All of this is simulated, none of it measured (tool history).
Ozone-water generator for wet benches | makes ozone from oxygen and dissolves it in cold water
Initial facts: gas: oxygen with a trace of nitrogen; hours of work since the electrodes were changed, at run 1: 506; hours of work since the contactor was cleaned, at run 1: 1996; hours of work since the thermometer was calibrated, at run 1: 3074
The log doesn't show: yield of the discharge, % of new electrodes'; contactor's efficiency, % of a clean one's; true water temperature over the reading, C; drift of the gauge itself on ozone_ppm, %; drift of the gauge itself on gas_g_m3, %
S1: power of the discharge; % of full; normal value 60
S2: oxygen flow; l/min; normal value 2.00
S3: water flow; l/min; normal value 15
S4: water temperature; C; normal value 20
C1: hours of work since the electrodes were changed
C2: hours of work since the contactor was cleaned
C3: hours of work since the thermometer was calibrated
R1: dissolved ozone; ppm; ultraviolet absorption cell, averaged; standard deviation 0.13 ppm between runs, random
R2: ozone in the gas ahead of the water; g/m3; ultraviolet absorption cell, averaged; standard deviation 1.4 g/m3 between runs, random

{"run": 1, "hour": 0.0, "S1": 60, "S2": 2.0, "S3": 15, "S4": 20, "C1": 506, "C2": 1996, "C3": 3074, "R1": 14.3, "R2": 251.3}
{"run": 2, "hour": 41.8, "S1": 60, "S2": 2.0, "S3": 15, "S4": 23, "C1": 533, "C2": 2023, "C3": 3101, "R1": 13.9, "R2": 251.5}
{"run": 3, "hour": 60.0, "S1": 60, "S2": 2.0, "S3": 15, "S4": 23, "C1": 544, "C2": 2035, "C3": 3112, "R1": 13.7, "R2": 250.2}
{"run": 4, "hour": 95.3, "S1": 60, "S2": 2.0, "S3": 15, "S4": 23, "C1": 567, "C2": 2057, "C3": 3135, "R1": 13.9, "R2": 253.1}
{"run": 5, "hour": 135.5, "S1": 60, "S2": 2.0, "S3": 15, "S4": 23, "C1": 593, "C2": 2083, "C3": 3161, "R1": 13.6, "R2": 254.2}
{"run": 6, "hour": 169.4, "S1": 60, "S2": 2.0, "S3": 15, "S4": 23, "C1": 614, "C2": 2105, "C3": 3182, "R1": 13.7, "R2": 254.8}
{"run": 7, "hour": 213.0, "S1": 60, "S2": 2.0, "S3": 12, "S4": 20, "C1": 642, "C2": 2133, "C3": 3210, "R1": 18.0, "R2": 253.3}
{"run": 8, "hour": 240.0, "S1": 60, "S2": 2.0, "S3": 12, "S4": 25, "C1": 660, "C2": 2150, "C3": 3228, "R1": 16.8, "R2": 255.4}
{"run": 9, "hour": 279.8, "S1": 60, "S2": 2.0, "S3": 12, "S4": 25, "C1": 685, "C2": 2175, "C3": 3253, "R1": 16.6, "R2": 254.9}
{"run": 10, "hour": 301.9, "S1": 60, "S2": 2.0, "S3": 12, "S4": 25, "C1": 699, "C2": 2189, "C3": 3267, "R1": 16.7, "R2": 253.8}
{"run": 11, "hour": 322.3, "S1": 60, "S2": 2.0, "S3": 12, "S4": 25, "C1": 712, "C2": 2203, "C3": 3280, "R1": 16.9, "R2": 254.6}
{"run": 12, "hour": 344.8, "S1": 60, "S2": 2.71, "S3": 15, "S4": 20, "C1": 727, "C2": 2217, "C3": 3295, "R1": 14.7, "R2": 217.7}
{"run": 13, "hour": 363.8, "S1": 60, "S2": 2.71, "S3": 15, "S4": 20, "C1": 739, "C2": 2229, "C3": 3307, "R1": 14.6, "R2": 215.8}
{"run": 14, "hour": 403.2, "S1": 86, "S2": 2.0, "S3": 15, "S4": 20, "C1": 764, "C2": 2254, "C3": 3332, "R1": 17.1, "R2": 312.9}
{"hour": 415.7, "done": "contactor cleaned"}
{"run": 15, "hour": 430.6, "S1": 60, "S2": 2.0, "S3": 15, "S4": 20, "C1": 779, "C2": 10, "C3": 3347, "R1": 14.2, "R2": 256.9}
{"run": 16, "hour": 464.1, "S1": 60, "S2": 2.0, "S3": 15, "S4": 21, "C1": 800, "C2": 31, "C3": 3368, "R1": 14.0, "R2": 253.9}
{"run": 17, "hour": 495.6, "S1": 60, "S2": 1.81, "S3": 15, "S4": 21, "C1": 821, "C2": 51, "C3": 3389, "R1": 13.8, "R2": 270.2}
{"run": 18, "hour": 532.6, "S1": 90, "S2": 1.12, "S3": 15, "S4": 21, "C1": 844, "C2": 75, "C3": 3412, "R1": 15.7, "R2": 438.9}
{"run": 19, "hour": 570.1, "S1": 66, "S2": 2.08, "S3": 21, "S4": 21, "C1": 868, "C2": 99, "C3": 3436, "R1": 10.3, "R2": 264.9}
{"hour": 574.3, "done": "water thermometer calibrated"}
{"run": 20, "hour": 604.2, "S1": 66, "S2": 2.08, "S3": 21, "S4": 21, "C1": 890, "C2": 120, "C3": 19, "R1": 10.5, "R2": 264.1}
{"run": 21, "hour": 631.7, "S1": 61, "S2": 2.0, "S3": 15, "S4": 20, "C1": 907, "C2": 138, "C3": 37, "R1": 14.2, "R2": 257.5}
{"run": 22, "hour": 658.6, "S1": 81, "S2": 1.07, "S3": 11, "S4": 25, "C1": 925, "C2": 155, "C3": 54, "R1": 20.1, "R2": 433.2}
{"run": 23, "hour": 692.4, "S1": 64, "S2": 3.26, "S3": 12, "S4": 20, "C1": 946, "C2": 177, "C3": 76, "R1": 18.8, "R2": 203.4}
{"run": 24, "hour": 714.3, "S1": 60, "S2": 1.63, "S3": 15, "S4": 20, "C1": 960, "C2": 191, "C3": 90, "R1": 13.9, "R2": 290.4}
{"run": 25, "hour": 733.0, "S1": 57, "S2": 1.01, "S3": 15, "S4": 25, "C1": 972, "C2": 203, "C3": 102, "R1": 11.7, "R2": 367.9}
{"run": 26, "hour": 773.2, "S1": 40, "S2": 1.36, "S3": 15, "S4": 20, "C1": 998, "C2": 228, "C3": 127, "R1": 10.8, "R2": 254.8}
{"run": 27, "hour": 795.7, "S1": 40, "S2": 1.36, "S3": 15, "S4": 20, "C1": 1012, "C2": 243, "C3": 142, "R1": 10.4, "R2": 256.4}
{"run": 28, "hour": 816.0, "S1": 40, "S2": 1.36, "S3": 15, "S4": 20, "C1": 1025, "C2": 256, "C3": 155, "R1": 10.7, "R2": 256.3}
{"run": 29, "hour": 844.1, "S1": 40, "S2": 1.36, "S3": 15, "S4": 20, "C1": 1043, "C2": 274, "C3": 173, "R1": 10.7, "R2": 258.1}
{"run": 30, "hour": 886.2, "S1": 55, "S2": 1.36, "S3": 11, "S4": 17, "C1": 1070, "C2": 301, "C3": 200, "R1": 18.2, "R2": 306.5}
{"run": 31, "hour": 909.6, "S1": 55, "S2": 1.36, "S3": 11, "S4": 17, "C1": 1085, "C2": 316, "C3": 215, "R1": 18.0, "R2": 304.8}
{"hour": 945.0, "done": "gauge calibrated"}
{"run": 32, "hour": 945.0, "S1": 57, "S2": 2.0, "S3": 10, "S4": 20, "C1": 1108, "C2": 338, "C3": 237, "R1": 20.4, "R2": 244.4}

Consider 3 possible next runs. They are alternatives, not a sequence: every one starts from the tool as it was left by run 32. What does each give?
{"run": "A", "hour": 963.9, "S1": 46, "S2": 2.0, "S3": 15, "S4": 19, "C1": 1120, "C2": 350, "C3": 249, "R1": "?", "R2": "?"}
{"run": "B", "hour": 963.9, "S1": 46, "S2": 2.9, "S3": 15, "S4": 22, "C1": 1120, "C2": 350, "C3": 249, "R1": "?", "R2": "?"}
{"run": "C", "hour": 963.9, "S1": 57, "S2": 2.0, "S3": 12, "S4": 20, "C1": 1120, "C2": 350, "C3": 249, "R1": "?", "R2": "?"}

run=A R1=12.5 R2=216.1
run=B R1=12.3 R2=177.4
run=C R1=17.2 R2=245.9
What these runs would have given with no unlogged condition in the tool:
run=A R1=12.5 R2=216.0
run=B R1=12.3 R2=177.3
run=C R1=17.2 R2=245.9

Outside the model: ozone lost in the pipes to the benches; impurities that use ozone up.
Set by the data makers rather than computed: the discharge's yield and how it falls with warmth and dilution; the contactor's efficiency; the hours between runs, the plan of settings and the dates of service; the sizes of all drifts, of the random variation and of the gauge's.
